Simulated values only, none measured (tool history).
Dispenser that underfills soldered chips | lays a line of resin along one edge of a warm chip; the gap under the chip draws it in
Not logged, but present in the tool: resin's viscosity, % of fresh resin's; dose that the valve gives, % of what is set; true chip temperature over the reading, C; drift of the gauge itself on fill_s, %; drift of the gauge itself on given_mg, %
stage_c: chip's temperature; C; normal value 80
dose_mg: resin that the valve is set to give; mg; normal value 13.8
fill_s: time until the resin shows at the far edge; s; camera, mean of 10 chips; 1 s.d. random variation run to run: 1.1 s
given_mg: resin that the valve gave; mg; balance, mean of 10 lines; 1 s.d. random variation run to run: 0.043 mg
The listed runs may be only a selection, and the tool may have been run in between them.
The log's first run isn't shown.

run	hour	stage_c	dose_mg	hours of work since the syringe was changed	hours of work since the valve was cleaned	hours of work since the stage was calibrated	fill_s	given_mg
2	4.9	80	13.8	6	23	122	160.4	13.66
3	9.5	86	13.8	8	26	125	164.6	13.62
# hour 15.3: new syringe of resin
4	16.3	86	13.8	1	30	129	93.2	13.54
5	19.5	80	13.8	3	32	131	128.7	13.6
6	25.2	70	13.8	6	36	135	232.6	13.55
7	29.3	84	13.8	9	38	137	174.2	13.57
# hour 34.7: new syringe of resin
8	34.8	84	13.8	0	41	141	95.1	13.44
9	40.1	80	13.8	3	44	144	134.7	13.46
10	46.3	80	13.8	7	48	148	177.7	13.44
11	52.8	80	13.8	11	52	152	236.5	13.41
# hour 54.6: dispensing valve cleaned and set on the balance
# hour 55.2: new syringe of resin
12	59.5	80	13.8	3	3	155	131.3	13.72
13	66.4	80	11.8	7	7	159	179.7	11.74
14	73.4	80	11.8	11	11	164	244.4	11.68
# hour 74.5: new syringe of resin
15	79.8	80	11.8	3	15	167	140.8	11.76
16	84.1	80	15.1	6	18	170	163.9	14.97
17	89.2	80	13.8	9	21	173	206.5	13.66
# hour 94.1: new syringe of resin
18	94.1	80	13.8	0	24	176	105.7	13.61
19	100.5	80	13.8	4	28	180	139	13.52
20	105.6	80	13.8	7	31	183	176.1	13.62
21	110.8	79	16.4	10	34	186	225	16.12

Predict the results of run 22:
# hour 113.7: new syringe of resin
22	116.3	79	16.4	2	37	189	?	?

{"run 22": {"fill_s": 120.9, "given_mg": 16.11}}
Without the tool's hidden state the same run would have given fill_s 109.7 s, given_mg 16.45 mg.

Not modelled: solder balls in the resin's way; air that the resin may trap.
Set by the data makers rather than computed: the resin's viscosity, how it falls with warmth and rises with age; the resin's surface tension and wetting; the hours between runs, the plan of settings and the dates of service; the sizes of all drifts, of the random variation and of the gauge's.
